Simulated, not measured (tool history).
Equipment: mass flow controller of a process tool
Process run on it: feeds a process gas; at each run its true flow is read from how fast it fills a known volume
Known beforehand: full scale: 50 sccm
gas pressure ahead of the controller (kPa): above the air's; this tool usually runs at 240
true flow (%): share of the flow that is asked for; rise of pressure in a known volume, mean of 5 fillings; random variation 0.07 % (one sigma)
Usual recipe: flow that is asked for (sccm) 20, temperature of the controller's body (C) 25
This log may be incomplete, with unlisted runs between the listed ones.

run	hour	flow that is asked for (sccm)	gas pressure ahead of the controller (kPa)	temperature of the controller's body (C)	true flow (%)
1	0.0	20	240	25	99.29
2	68.2	20	240	25	99.20
3	177.9	20	240	32	98.72
4	305.1	20	240	32	98.77
5	460.2	8	240	25	100.07
6	610.0	22	240	25	99.06
# hour 625.0: controller's zero set anew
7	716.2	20	180	25	99.43
# hour 841.0: controller's zero set anew, once more
8	841.0	20	180	25	98.17
9	941.4	9	188	25	97.96
10	1019.8	7	240	34	97.52
11	1135.3	7	240	34	97.58
12	1257.2	10	240	25	98.22
13	1321.3	21	249	24	98.38
14	1434.8	19	258	31	98.03

Predict each of these 3 candidate next runs independently; none follows another, all start after run 14:
A	1524.4	20	154	25	?
B	1524.4	22	142	22	?
C	1524.4	20	213	24	?

run	true flow (%)
A	98.08
B	98.08
C	98.31
With no hidden state in the tool, these same runs would have given:
run	true flow (%)
A	99.11
B	99.14
C	99.35
